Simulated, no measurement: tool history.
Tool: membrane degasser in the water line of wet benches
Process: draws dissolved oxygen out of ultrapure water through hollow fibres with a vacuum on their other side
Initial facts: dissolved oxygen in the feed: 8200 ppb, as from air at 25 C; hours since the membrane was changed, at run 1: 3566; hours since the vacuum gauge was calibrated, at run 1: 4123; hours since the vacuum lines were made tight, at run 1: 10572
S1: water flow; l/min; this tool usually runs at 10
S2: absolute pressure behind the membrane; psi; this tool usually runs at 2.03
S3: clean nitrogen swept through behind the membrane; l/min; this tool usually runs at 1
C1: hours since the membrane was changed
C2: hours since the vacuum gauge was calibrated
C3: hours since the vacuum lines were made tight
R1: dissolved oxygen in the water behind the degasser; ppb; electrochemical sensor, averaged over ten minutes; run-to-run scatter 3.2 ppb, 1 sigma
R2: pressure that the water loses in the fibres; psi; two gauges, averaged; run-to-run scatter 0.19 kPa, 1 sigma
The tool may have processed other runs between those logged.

run 1 hour=0 | S1=10 S2=2.03 S3=1 | C1=3566 C2=4123 C3=10572 | R1=340.1 R2=5.379
run 2 hour=55.1 | S1=10 S2=2.03 S3=1 | C1=3621 C2=4178 C3=10627 | R1=340.5 R2=5.42
run 3 hour=188.1 | S1=10 S2=2.03 S3=1 | C1=3754 C2=4311 C3=10760 | R1=338.1 R2=5.391
run 4 hour=262.3 | S1=10 S2=2.03 S3=1 | C1=3829 C2=4385 C3=10834 | R1=343.6 R2=5.377
run 5 hour=365.3 | S1=10 S2=2.03 S3=1 | C1=3932 C2=4488 C3=10937 | R1=338.8 R2=5.436
run 6 hour=422.9 | S1=10 S2=3.12 S3=1 | C1=3989 C2=4546 C3=10995 | R1=506.6 R2=5.475
run 7 hour=507.9 | S1=10 S2=3.12 S3=1 | C1=4074 C2=4631 C3=11080 | R1=504.7 R2=5.387
run 8 hour=603.3 | S1=7 S2=2.9 S3=1 | C1=4170 C2=4726 C3=11175 | R1=308.6 R2=3.746
run 9 hour=719.4 | S1=10 S2=3.74 S3=1 | C1=4286 C2=4842 C3=11292 | R1=588.3 R2=5.466
run 10 hour=831.5 | S1=10 S2=3.74 S3=1 | C1=4398 C2=4954 C3=11404 | R1=600.2 R2=5.477
run 11 hour=962.2 | S1=10 S2=3.74 S3=1 | C1=4529 C2=5085 C3=11534 | R1=602.7 R2=5.451
run 12 hour=1056.9 | S1=10 S2=3.74 S3=1 | C1=4623 C2=5180 C3=11629 | R1=591 R2=5.419
run 13 hour=1134.6 | S1=15 S2=1.6 S3=0.52 | C1=4701 C2=5257 C3=11707 | R1=752.9 R2=8.177

Below are 3 alternative next runs, each starting from the tool's condition after run 13. Predict each:
run A hour=1263.8 | S1=13 S2=4.5 S3=2.8 | C1=4830 C2=5387 C3=11836 | R1=? R2=?
run B hour=1263.8 | S1=7 S2=1.29 S3=0.75 | C1=4830 C2=5387 C3=11836 | R1=? R2=?
run C hour=1263.8 | S1=11 S2=1.78 S3=0.42 | C1=4830 C2=5387 C3=11836 | R1=? R2=?

run=A R1=515.5 R2=7.126
run=B R1=153.9 R2=3.813
run=C R1=615.2 R2=5.978
Without the tool's hidden state the same runs would have given:
run=A R1=485.2 R2=6.926
run=B R1=141.3 R2=3.706
run=C R1=586.7 R2=5.81

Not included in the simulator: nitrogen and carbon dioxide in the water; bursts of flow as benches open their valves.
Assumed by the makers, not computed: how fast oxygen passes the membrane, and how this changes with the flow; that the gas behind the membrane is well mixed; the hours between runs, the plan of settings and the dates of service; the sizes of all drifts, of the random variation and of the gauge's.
